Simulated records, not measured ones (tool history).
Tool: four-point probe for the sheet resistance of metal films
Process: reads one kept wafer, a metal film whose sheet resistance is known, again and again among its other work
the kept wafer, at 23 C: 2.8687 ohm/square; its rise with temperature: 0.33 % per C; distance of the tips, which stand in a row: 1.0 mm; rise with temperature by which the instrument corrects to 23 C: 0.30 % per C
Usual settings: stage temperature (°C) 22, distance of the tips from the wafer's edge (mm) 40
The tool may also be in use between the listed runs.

run	day	stage temperature (°C)	distance of the tips from the wafer's edge (mm)	sheet resistance as the instrument gives it (ohm/square)
1	0	22	40	2.863215
2	2.138	22	40	2.862402
3	4.808	22	40	2.862117
4	7.521	24	40	2.863761
5	10.217	24	40	2.863762
6	13.042	24	40	2.863822
7	15.612	30	40	2.870138
8	17.608	30	40	2.871571
9	19.842	30	4	2.962219
# day 21.2: stage's thermometer calibrated
10	22.275	30	4	2.965015
11	24.954	22	8	2.886319
12	26.425	22	75	2.862891
13	28.942	22	40	2.863283
14	31.679	22	40	2.864467
15	32.921	22	40	2.863649
16	35.746	22	40	2.863089
17	38.325	22	40	2.86319
18	40	22	40	2.862649
19	41.817	35	7	2.905639
20	44.371	33	63	2.87287
21	47.029	30	40	2.870814
22	48.838	20	69	2.858296
23	51.704	27	7	2.897531
24	53.129	27	7	2.896327
25	54.983	20	12	2.869278
26	58.017	27	13	2.87439
27	60.621	21	7	2.890222
28	62.425	28	6	2.907959
29	65.096	23	5	2.921232
30	66.621	22	5	2.919486
31	69.271	26	6	2.905828
32	72.242	19	60	2.856323
33	74.988	19	60	2.857035
34	77.158	19	60	2.855395
35	79.929	22	4	2.952251

Some steps in sheet resistance as the instrument gives it (ohm/square) between neighbouring runs. How much of each would the tool show without its hidden state too (settings, what came in, random variation), and how much is left for the hidden state, with any gauge scatter that isn't in both results?
The hidden state here: inner tips' distance over the nominal, %; tips' flats over new ones', %; wafer's true temperature over the reading, C; drift of the gauge itself on sheet_ohm, %.
Run 8 -> 9: distance of the tips from the wafer's edge (mm) 40 -> 4. sheet resistance as the instrument gives it (ohm/square) +0.090648: hidden state -0.000396, all else +0.091044.
Run 9 -> 10: stage's thermometer calibrated. sheet resistance as the instrument gives it (ohm/square) +0.002796: hidden state +0.002774, all else +0.000022.
Run 10 -> 11: stage temperature (°C) 30 -> 22, distance of the tips from the wafer's edge (mm) 4 -> 8. sheet resistance as the instrument gives it (ohm/square) -0.078696: hidden state -0.000105, all else -0.078591.
Run 34 -> 35: stage temperature (°C) 19 -> 22, distance of the tips from the wafer's edge (mm) 60 -> 4. sheet resistance as the instrument gives it (ohm/square) +0.096856: hidden state -0.000515, all else +0.097371.
